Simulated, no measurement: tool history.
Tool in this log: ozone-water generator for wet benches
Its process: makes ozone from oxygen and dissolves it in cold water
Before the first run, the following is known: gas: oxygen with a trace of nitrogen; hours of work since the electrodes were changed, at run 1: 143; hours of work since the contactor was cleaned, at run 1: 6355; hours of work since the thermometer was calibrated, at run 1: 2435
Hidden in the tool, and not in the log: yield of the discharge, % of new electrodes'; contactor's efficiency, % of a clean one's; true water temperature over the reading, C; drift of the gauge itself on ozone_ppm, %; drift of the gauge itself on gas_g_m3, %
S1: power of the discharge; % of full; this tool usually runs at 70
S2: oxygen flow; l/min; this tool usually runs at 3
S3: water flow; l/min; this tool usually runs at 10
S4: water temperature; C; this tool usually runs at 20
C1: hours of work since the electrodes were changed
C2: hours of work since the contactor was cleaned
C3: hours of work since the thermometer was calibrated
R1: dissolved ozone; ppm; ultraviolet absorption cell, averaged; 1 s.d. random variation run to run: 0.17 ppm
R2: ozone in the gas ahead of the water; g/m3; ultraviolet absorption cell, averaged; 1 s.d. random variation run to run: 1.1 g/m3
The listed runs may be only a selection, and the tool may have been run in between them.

run	hour	S1	S2	S3	S4	C1	C2	C3	R1	R2
1	0	70	3	10	20	143	6355	2435	23.1	199.5
2	99.4	70	3	10	20	204	6415	2495	23	199.6
3	193	70	3.97	10	20	261	6472	2553	22.8	173.4
# hour 243.1: water thermometer calibrated
4	248.5	70	3.97	10	20	295	6506	3	22.9	172.8
5	364	70	3	11	20	365	6577	74	21.3	198.1
6	446.3	70	3	7	20	416	6627	124	29.1	199
7	557.4	70	3	7	20	484	6695	192	29.2	197.3
# hour 585.1: contactor cleaned
8	627.3	70	3	7	20	524	26	232	29.8	198.8
9	680	70	3	7	20	556	58	264	29.9	197.2
10	788	46	3	7	20	622	124	330	20.6	136.7
11	846.7	46	3	7	20	658	160	366	20.5	136.9
12	955	46	3	7	20	724	226	432	20.6	136.3
13	1053.2	70	3	10	20	784	286	492	23.8	197.1
14	1163.5	70	3	10	20	851	353	560	23.4	198
15	1248.3	70	3	10	20	903	405	611	23.9	197.4
16	1325.7	70	1.6	10	20	950	452	659	22.3	269
17	1398.9	88	1.84	10	20	995	497	703	27.8	305.8
18	1459.3	70	1.84	12	20	1032	534	740	19.4	248.9
19	1522.8	70	1.84	12	20	1071	573	779	19.6	249.6
20	1589.1	70	1.84	12	20	1111	613	820	19	250.9
21	1673.3	70	1.59	8	13	1163	665	871	29.1	269.4
22	1755.1	70	1.59	8	13	1213	715	921	28.9	270.7
23	1837.7	70	1.59	8	13	1263	765	971	29	266.4
24	1891.8	84	3	8	20	1296	798	1004	31.8	230.2
25	1994.9	70	3	6	15	1359	861	1067	35.7	197
26	2107.8	67	2.42	7	25	1428	930	1136	26.5	208
27	2218.4	67	2.42	7	25	1496	998	1204	26.3	209.1
28	2312.5	67	2.42	6	12	1553	1055	1261	36.5	208.4
29	2411.3	67	2.42	6	12	1613	1115	1322	35.9	205.6
30	2519.8	96	3.56	7	19	1680	1182	1388	38.8	236.4
31	2598.1	70	3	9	20	1727	1229	1436	25.1	195.4
32	2665.3	63	5.31	6	20	1768	1270	1477	25.9	132.6

Run by run, hidden condition taken away, random variation retained:
run	R1	R2
1	23.9	198.9
2	23.9	199.1
3	23.6	173.1
4	23.8	172.6
5	22.2	197.9
6	30	199
7	30.2	197.4
8	29.9	199.1
9	30	197.6
10	20.7	136.9
11	20.6	137.2
12	20.7	136.6
13	23.9	198
14	23.7	199
15	24.1	198.6
16	22.5	270.7
17	28.2	308.3
18	19.7	250.8
19	19.9	251.6
20	19.2	253
21	29.5	271.8
22	29.4	273.2
23	29.5	269.2
24	32.4	233.1
25	36.3	199.2
26	27	210.4
27	26.8	211.7
28	37.2	211.1
29	36.6	208.4
30	39.8	241
31	25.7	198.5
32	26.5	134.6
